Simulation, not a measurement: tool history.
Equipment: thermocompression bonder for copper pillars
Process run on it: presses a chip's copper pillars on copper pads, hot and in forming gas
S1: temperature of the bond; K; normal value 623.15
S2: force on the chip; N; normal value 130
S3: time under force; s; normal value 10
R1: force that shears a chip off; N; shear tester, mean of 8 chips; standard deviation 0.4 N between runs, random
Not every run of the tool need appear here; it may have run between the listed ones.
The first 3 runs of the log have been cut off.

run	hour	S1	S2	S3	R1
4	167.1	623.15	130	10	45.4
5	211.7	623.15	130	10	44.4
6	249.7	623.15	183	10	56.7
7	290.1	606.15	130	10	35.9
# hour 299.5: forming gas filter changed
8	367.5	606.15	130	10	36.1
9	410.5	606.15	130	10	35.4
10	445.9	623.15	104	10	37.1
11	496.7	623.15	104	17	42.7
# hour 515.8: forming gas filter changed
12	561.1	623.15	104	17	43.4
13	613	623.15	130	10	43.5
14	654.7	623.15	130	10	43
15	715.4	623.15	130	10	42.7
# hour 733.8: forming gas filter changed
16	802.4	623.15	139	10	45.5
# hour 811.9: heater calibrated with a thermocouple chip
17	875.5	623.15	139	10	44.6
18	925.9	623.15	139	14	49.7
# hour 950.8: forming gas filter changed
19	1003.7	623.15	130	10	42
# hour 1062.2: heater calibrated with a thermocouple chip, once more
20	1068	623.15	130	10	45.3
21	1106.8	598.15	145	7	31.1
# hour 1168.3: forming gas filter changed
22	1184.4	598.15	141	21	46.3
23	1225.8	598.15	141	21	45.3
24	1282.9	600.15	83	21	28.5
25	1364	648.15	82	17	45.9
# hour 1383.8: forming gas filter changed
26	1400.2	641.15	102	14	49.6

Estimate the outcome of run 27 from the log above:
27	1445.1	622.15	120	18	?

R1: 49 N
On a tool with no hidden condition, and with the same random variation, this run would have come out at R1 52.9 N.

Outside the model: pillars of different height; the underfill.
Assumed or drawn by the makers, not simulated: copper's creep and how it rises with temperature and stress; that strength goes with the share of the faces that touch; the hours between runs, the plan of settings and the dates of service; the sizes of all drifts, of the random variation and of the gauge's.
